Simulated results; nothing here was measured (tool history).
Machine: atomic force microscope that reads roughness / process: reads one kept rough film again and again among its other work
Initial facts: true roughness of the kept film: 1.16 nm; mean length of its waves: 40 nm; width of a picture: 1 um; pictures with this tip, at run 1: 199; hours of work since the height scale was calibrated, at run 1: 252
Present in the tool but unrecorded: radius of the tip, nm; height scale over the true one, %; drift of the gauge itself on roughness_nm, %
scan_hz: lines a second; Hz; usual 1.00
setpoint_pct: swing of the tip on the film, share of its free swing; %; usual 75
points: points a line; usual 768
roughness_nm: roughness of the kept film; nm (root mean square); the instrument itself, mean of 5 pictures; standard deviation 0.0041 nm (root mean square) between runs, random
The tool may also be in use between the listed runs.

run     day  scan_hz  setpoint_pct  points  pictures with this tip  hours of work since the height scale was calibrated  roughness_nm
  1   0.000     1.00            75     768                     199                                                  252         1.047
  2   2.329     1.00            75     786                     295                                                  295         1.045
      4.358  -- new tip fitted
  3   4.429     1.00            75     374                       3                                                  333         1.060
  4   6.992     1.00            75     374                     109                                                  380         1.064
  5   8.242     1.00            75     374                     161                                                  403         1.050
  6   9.879     1.00            65     768                     229                                                  433         1.078
  7  11.412     1.00            65     768                     292                                                  461         1.075
  8  13.292     1.00            65     768                     370                                                  495         1.072
     13.521  -- new tip fitted
  9  14.542     1.00            65     768                      42                                                  518         1.097
 10  16.408     1.00            65     768                     119                                                  552         1.099
 11  18.954     0.86            65     768                     225                                                  599         1.092
 12  21.588     0.86            65     768                     334                                                  647         1.086
     22.650  -- new tip fitted
 13  23.312     0.86            65     768                      28                                                  678         1.096
 14  25.921     0.86            65     768                     136                                                  726         1.095
 15  28.508     1.00            75     768                     243                                                  773         1.052
 16  29.700     1.00            75     768                     292                                                  795         1.040
 17  31.104     1.00            75     303                     351                                                  821         1.041
     31.654  -- new tip fitted
 18  33.729     1.00            75     303                      86                                                  868         1.066
 19  34.896     1.00            82     487                     134                                                  890         1.037
 20  36.992     1.00            70     311                     221                                                  928         1.074
 21  39.596     0.78            75    1021                     329                                                  976         1.068
     40.671  -- new tip fitted
 22  41.433     0.78            75    1021                      31                                                 1009         1.083
 23  43.521     1.51            75     361                     118                                                 1047         1.032
     45.000  -- height scale calibrated on a step standard
 24  45.000     1.51            75     361                     177                                                    0         1.008
 25  47.100     0.61            90    1004                     264                                                   38         1.023
 26  49.400     1.23            84     371                     360                                                   81         0.970
     49.850  -- new tip fitted
 27  51.492     1.23            84     371                      68                                                  118         0.984
 28  53.262     2.21            79     768                     142                                                  151         0.937
 29  55.996     2.21            79     768                     255                                                  201         0.934
 30  57.212     2.21            72     578                     306                                                  223         0.974
     58.896  -- new tip fitted
 31  59.062     0.79            82     578                       7                                                  257         1.037
 32  61.296     2.21            74     578                      99                                                  297         0.970
 33  62.462     1.24            89     739                     147                                                  319         0.963
 34  64.746     1.17            74     761                     242                                                  361         1.036
 35  67.112     1.17            74     761                     340                                                  404         1.031
     67.975  -- new tip fitted
 36  69.808     3.01            62     575                      76                                                  453         1.026

Results per run with the tool's hidden condition removed, run-to-run variation unchanged:
run  roughness_nm
  1         1.057
  2         1.060
  3         1.053
  4         1.063
  5         1.053
  6         1.085
  7         1.087
  8         1.089
  9         1.090
 10         1.097
 11         1.097
 12         1.099
 13         1.087
 14         1.093
 15         1.057
 16         1.048
 17         1.053
 18         1.056
 19         1.031
 20         1.073
 21         1.074
 22         1.069
 23         1.024
 24         1.021
 25         1.041
 26         0.993
 27         0.987
 28         0.944
 29         0.948
 30         0.991
 31         1.032
 32         0.971
 33         0.966
 34         1.045
 35         1.047
 36         1.024
